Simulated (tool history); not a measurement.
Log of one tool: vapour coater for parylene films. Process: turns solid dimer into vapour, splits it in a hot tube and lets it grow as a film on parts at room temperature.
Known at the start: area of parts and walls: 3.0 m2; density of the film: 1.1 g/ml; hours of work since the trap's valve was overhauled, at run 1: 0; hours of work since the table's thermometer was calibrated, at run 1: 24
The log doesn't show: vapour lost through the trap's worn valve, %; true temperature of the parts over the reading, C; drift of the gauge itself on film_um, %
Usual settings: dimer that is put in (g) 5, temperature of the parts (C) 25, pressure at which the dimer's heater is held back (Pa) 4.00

run	day	dimer that is put in (g)	temperature of the parts (C)	pressure at which the dimer's heater is held back (Pa)	hours of work since the trap's valve was overhauled	hours of work since the table's thermometer was calibrated	thickness of the film (nm)
1	0.000	5	25	4.00	0	24	1220
2	1.396	5	25	4.00	27	51	1230
3	3.050	7	25	4.00	59	84	1680
4	3.888	7	25	4.00	76	100	1670
5	4.758	7	25	4.00	93	117	1640
6	5.675	7	25	4.00	111	135	1630
7	6.938	7	25	4.00	135	159	1620
8	8.650	7	25	4.00	168	193	1600
9	9.671	7	25	4.00	188	212	1590
10	11.058	2	25	4.00	215	239	440
11	12.808	2	25	4.00	249	274	450
12	14.058	2	25	4.00	274	298	440
# day 14.550: trap's valve overhauled
13	15.471	5	22	4.00	18	322	1310
14	17.296	4	22	4.00	53	358	1020
15	18.550	4	22	4.00	78	382	1010
16	20.383	5	25	4.15	114	418	1160
17	21.554	2	25	4.00	136	441	460
18	23.442	2	25	4.00	173	477	450
19	24.462	5	25	8.77	193	497	1070
20	25.367	5	25	4.00	211	515	1130
21	26.683	5	25	9.09	236	540	1050
22	28.038	5	25	2.33	263	567	1110
# day 29.100: trap's valve overhauled
23	29.829	5	25	2.33	14	598	1260
24	30.667	2	18	2.33	30	615	570
25	31.742	2	25	4.00	51	636	470
26	33.158	7	23	11.15	79	663	1630
27	34.400	7	23	11.15	103	687	1590
28	36.021	5	35	2.20	135	719	950
29	37.117	5	35	2.20	156	740	950
30	38.508	5	25	5.57	183	767	1110
31	39.738	5	27	4.00	207	791	1050
32	41.429	8	27	3.38	240	824	1710
33	42.717	8	25	6.88	265	849	1680
# day 43.658: trap's valve overhauled
34	44.083	3	35	7.10	8	873	550
35	45.296	8	25	4.00	32	896	1950
36	46.667	7	28	3.99	59	923	1590
37	47.454	5	25	4.00	74	938	1200
38	49.021	5	25	4.00	104	969	1190
39	50.754	3	18	2.28	138	1003	830
40	51.954	2	25	4.88	162	1026	430
41	52.792	2	25	4.88	178	1042	450
42	53.725	3	18	5.98	196	1060	770

Forecast each of these 4 alternatives for the next run:
A	55.100	4	18	8.31	223	1087	?
B	55.100	3	22	3.30	223	1087	?
C	55.100	4	24	11.49	223	1087	?
D	55.100	4	25	3.67	223	1087	?

run	thickness of the film (nm)
A	1010
B	730
C	860
D	910
Without the tool's hidden state the same runs would have given:
run	thickness of the film (nm)
A	1100
B	800
C	940
D	990

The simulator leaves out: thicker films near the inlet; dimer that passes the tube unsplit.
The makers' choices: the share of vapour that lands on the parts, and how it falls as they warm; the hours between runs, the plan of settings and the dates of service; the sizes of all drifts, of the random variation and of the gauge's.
